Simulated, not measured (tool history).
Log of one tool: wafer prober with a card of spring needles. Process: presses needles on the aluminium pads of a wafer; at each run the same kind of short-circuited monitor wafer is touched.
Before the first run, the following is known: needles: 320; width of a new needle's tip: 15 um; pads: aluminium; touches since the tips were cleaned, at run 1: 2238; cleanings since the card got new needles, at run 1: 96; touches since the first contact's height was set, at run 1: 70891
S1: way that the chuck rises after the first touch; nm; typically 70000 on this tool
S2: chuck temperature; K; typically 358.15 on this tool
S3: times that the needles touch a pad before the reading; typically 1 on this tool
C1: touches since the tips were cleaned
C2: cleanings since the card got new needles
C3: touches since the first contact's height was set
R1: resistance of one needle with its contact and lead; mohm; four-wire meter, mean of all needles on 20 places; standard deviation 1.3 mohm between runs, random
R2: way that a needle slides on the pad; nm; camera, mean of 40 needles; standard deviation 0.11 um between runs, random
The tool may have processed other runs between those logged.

run 1 hour=0 | S1=70000 S2=358.15 S3=1 | C1=2238 C2=96 C3=70891 | R1=106 R2=19030
-- hour=12.9 tips cleaned on abrasive film
-- hour=34.3 tips cleaned on abrasive film
-- hour=55.7 tips cleaned on abrasive film
-- hour=77.1 tips cleaned on abrasive film
-- hour=94.7 tips cleaned on abrasive film
run 2 hour=94.7 | S1=70000 S2=358.15 S3=1 | C1=0 C2=101 C3=113031 | R1=105 R2=18860
-- hour=116.1 tips cleaned on abrasive film
-- hour=133.2 tips cleaned on abrasive film
run 3 hour=142.9 | S1=70000 S2=358.15 S3=1 | C1=4331 C2=103 C3=134524 | R1=105 R2=18760
-- hour=151.5 tips cleaned on abrasive film
-- hour=168.7 tips cleaned on abrasive film
-- hour=190.1 tips cleaned on abrasive film
-- hour=211.5 tips cleaned on abrasive film
-- hour=232.9 tips cleaned on abrasive film
run 4 hour=241 | S1=70000 S2=358.15 S3=1 | C1=3630 C2=108 C3=178202 | R1=109 R2=18790
-- hour=253.9 tips cleaned on abrasive film
-- hour=275.3 tips cleaned on abrasive film
-- hour=296.7 tips cleaned on abrasive film
-- hour=305.5 height of the first contact set anew
-- hour=314.1 tips cleaned on abrasive film
run 5 hour=314.4 | S1=70000 S2=358.15 S3=1 | C1=104 C2=112 C3=3918 | R1=109 R2=18750
-- hour=331.5 tips cleaned on abrasive film
-- hour=348.6 tips cleaned on abrasive film
-- hour=370.1 tips cleaned on abrasive film
-- hour=391.5 tips cleaned on abrasive film
run 6 hour=405.3 | S1=70000 S2=358.15 S3=1 | C1=6187 C2=116 C3=44425 | R1=109 R2=18630
-- hour=409.6 tips cleaned on abrasive film
-- hour=430.8 tips cleaned on abrasive film
-- hour=452.1 tips cleaned on abrasive film
-- hour=473.5 tips cleaned on abrasive film
-- hour=494.9 tips cleaned on abrasive film
run 7 hour=506.3 | S1=70000 S2=358.15 S3=1 | C1=5108 C2=121 C3=89414 | R1=111 R2=18770
-- hour=514.9 tips cleaned on abrasive film
-- hour=536.3 tips cleaned on abrasive film
-- hour=557.8 tips cleaned on abrasive film
-- hour=579.2 tips cleaned on abrasive film
run 8 hour=586.1 | S1=70000 S2=358.15 S3=1 | C1=3110 C2=125 C3=124944 | R1=108 R2=18750
-- hour=599 tips cleaned on abrasive film
-- hour=620.4 tips cleaned on abrasive film
-- hour=641.8 tips cleaned on abrasive film
-- hour=663.2 tips cleaned on abrasive film
-- hour=680.5 tips cleaned on abrasive film
run 9 hour=680.5 | S1=70000 S2=358.15 S3=1 | C1=0 C2=130 C3=166960 | R1=108 R2=18770
-- hour=697.6 tips cleaned on abrasive film
-- hour=719.1 tips cleaned on abrasive film
-- hour=736.2 tips cleaned on abrasive film
-- hour=757.5 tips cleaned on abrasive film
-- hour=770.6 height of the first contact set anew
-- hour=777.8 tips cleaned on abrasive film
run 10 hour=777.8 | S1=73000 S2=358.15 S3=1 | C1=0 C2=135 C3=3188 | R1=108 R2=19220
-- hour=795 tips cleaned on abrasive film
-- hour=816.4 tips cleaned on abrasive film
run 11 hour=831.4 | S1=73000 S2=358.15 S3=1 | C1=6731 C2=137 C3=27083 | R1=108 R2=19490
-- hour=835.8 tips cleaned on abrasive film
-- hour=857.2 tips cleaned on abrasive film
-- hour=876.6 tips cleaned on abrasive film
run 12 hour=876.6 | S1=70000 S2=377.15 S3=1 | C1=0 C2=140 C3=47176 | R1=109 R2=18560
-- hour=898 tips cleaned on abrasive film
-- hour=919.2 tips cleaned on abrasive film
-- hour=940.6 tips cleaned on abrasive film
-- hour=957.8 tips cleaned on abrasive film
run 13 hour=963.6 | S1=70000 S2=309.15 S3=1 | C1=2601 C2=144 C3=85920 | R1=101 R2=18730
-- hour=976.5 tips cleaned on abrasive film
-- hour=997.9 tips cleaned on abrasive film
-- hour=1019.3 tips cleaned on abrasive film
-- hour=1040.7 tips cleaned on abrasive film
-- hour=1060.8 tips cleaned on abrasive film
run 14 hour=1060.8 | S1=70000 S2=309.15 S3=1 | C1=0 C2=149 C3=129208 | R1=99 R2=18660
-- hour=1078 tips cleaned on abrasive film
-- hour=1099.4 tips cleaned on abrasive film
-- hour=1120.8 tips cleaned on abrasive film
-- hour=1138.3 tips cleaned on abrasive film
run 15 hour=1138.3 | S1=62000 S2=358.15 S3=1 | C1=0 C2=153 C3=163712 | R1=111 R2=16500
-- hour=1159.7 tips cleaned on abrasive film
-- hour=1176.8 tips cleaned on abrasive film
-- hour=1195.7 tips cleaned on abrasive film
run 16 hour=1195.7 | S1=70000 S2=358.15 S3=2 | C1=0 C2=156 C3=189271 | R1=106 R2=18390
-- hour=1217.1 tips cleaned on abrasive film
-- hour=1238.5 tips cleaned on abrasive film
-- hour=1238.8 height of the first contact set anew
-- hour=1260.2 tips cleaned on abrasive film
-- hour=1281.6 tips cleaned on abrasive film
run 17 hour=1296.1 | S1=68000 S2=327.15 S3=1 | C1=6485 C2=160 C3=25555 | R1=106 R2=18050
-- hour=1300.5 tips cleaned on abrasive film
-- hour=1321.7 tips cleaned on abrasive film
-- hour=1343.1 tips cleaned on abrasive film
-- hour=1364.5 tips cleaned on abrasive film
-- hour=1383 tips cleaned on abrasive film
run 18 hour=1383 | S1=68000 S2=327.15 S3=1 | C1=0 C2=165 C3=64208 | R1=102 R2=17970
-- hour=1400.2 tips cleaned on abrasive film
-- hour=1421.6 tips cleaned on abrasive film
run 19 hour=1433 | S1=76000 S2=358.15 S3=2 | C1=5113 C2=167 C3=86485 | R1=107 R2=20100
-- hour=1441.6 tips cleaned on abrasive film
-- hour=1463 tips cleaned on abrasive film
-- hour=1484.4 tips cleaned on abrasive film
-- hour=1505.6 tips cleaned on abrasive film
run 20 hour=1508.6 | S1=68000 S2=306.15 S3=2 | C1=1323 C2=171 C3=120136 | R1=101 R2=17850
-- hour=1525.7 tips cleaned on abrasive film
-- hour=1547.1 tips cleaned on abrasive film
-- hour=1568.6 tips cleaned on abrasive film
-- hour=1590 tips cleaned on abrasive film
run 21 hour=1596.8 | S1=66000 S2=315.15 S3=1 | C1=3065 C2=175 C3=159435 | R1=103 R2=17450
-- hour=1609.7 tips cleaned on abrasive film
-- hour=1631.1 tips cleaned on abrasive film
-- hour=1652.4 tips cleaned on abrasive film
-- hour=1673.8 tips cleaned on abrasive film
run 22 hour=1685.6 | S1=81000 S2=315.15 S3=1 | C1=5292 C2=179 C3=198987 | R1=100 R2=21510
-- hour=1694.2 tips cleaned on abrasive film
-- hour=1703 height of the first contact set anew
-- hour=1715.9 tips cleaned on abrasive film
-- hour=1737.1 tips cleaned on abrasive film
run 23 hour=1740 | S1=81000 S2=315.15 S3=1 | C1=1278 C2=182 C3=16446 | R1=100 R2=21430
-- hour=1757.1 tips cleaned on abrasive film
-- hour=1778.5 tips cleaned on abrasive film
-- hour=1795.6 tips cleaned on abrasive film
-- hour=1817 tips cleaned on abrasive film
run 24 hour=1822.7 | S1=70000 S2=304.15 S3=1 | C1=2537 C2=186 C3=53288 | R1=101 R2=18540
-- hour=1835.6 tips cleaned on abrasive film
-- hour=1852.7 tips cleaned on abrasive film
run 25 hour=1867.4 | S1=55000 S2=383.15 S3=1 | C1=6578 C2=188 C3=73213 | R1=111 R2=14310
-- hour=1871.8 tips cleaned on abrasive film
-- hour=1893.2 tips cleaned on abrasive film
-- hour=1914.6 tips cleaned on abrasive film
-- hour=1936 tips cleaned on abrasive film
-- hour=1957.4 tips cleaned on abrasive film
run 26 hour=1959.7 | S1=55000 S2=326.15 S3=2 | C1=1016 C2=193 C3=114276 | R1=106 R2=14580
-- hour=1976.8 tips cleaned on abrasive film
-- hour=1998.2 tips cleaned on abrasive film
-- hour=2019.7 tips cleaned on abrasive film
-- hour=2041 tips cleaned on abrasive film
run 27 hour=2047.9 | S1=66000 S2=370.15 S3=2 | C1=3084 C2=197 C3=153560 | R1=110 R2=17370

Consider 3 possible next runs. They are alternatives, not a sequence: every one starts from the tool as it was left by run 27. What does each give?
-- hour=2060.6 tips cleaned on abrasive film
-- hour=2082 tips cleaned on abrasive film
-- hour=2103.3 tips cleaned on abrasive film
run A hour=2108.6 | S1=87000 S2=358.15 S3=1 | C1=2376 C2=200 C3=180585 | R1=? R2=?
-- hour=2060.6 tips cleaned on abrasive film
-- hour=2082 tips cleaned on abrasive film
-- hour=2103.3 tips cleaned on abrasive film
run B hour=2108.6 | S1=70000 S2=301.15 S3=1 | C1=2376 C2=200 C3=180585 | R1=? R2=?
-- hour=2060.6 tips cleaned on abrasive film
-- hour=2082 tips cleaned on abrasive film
-- hour=2103.3 tips cleaned on abrasive film
run C hour=2108.6 | S1=68000 S2=306.15 S3=1 | C1=2376 C2=200 C3=180585 | R1=? R2=?

run=A R1=104 R2=22690
run=B R1=99 R2=18310
run=C R1=100 R2=17970
What these runs would have given with no unlogged condition in the tool:
run=A R1=104 R2=23290
run=B R1=98 R2=18790
run=C R1=100 R2=18440

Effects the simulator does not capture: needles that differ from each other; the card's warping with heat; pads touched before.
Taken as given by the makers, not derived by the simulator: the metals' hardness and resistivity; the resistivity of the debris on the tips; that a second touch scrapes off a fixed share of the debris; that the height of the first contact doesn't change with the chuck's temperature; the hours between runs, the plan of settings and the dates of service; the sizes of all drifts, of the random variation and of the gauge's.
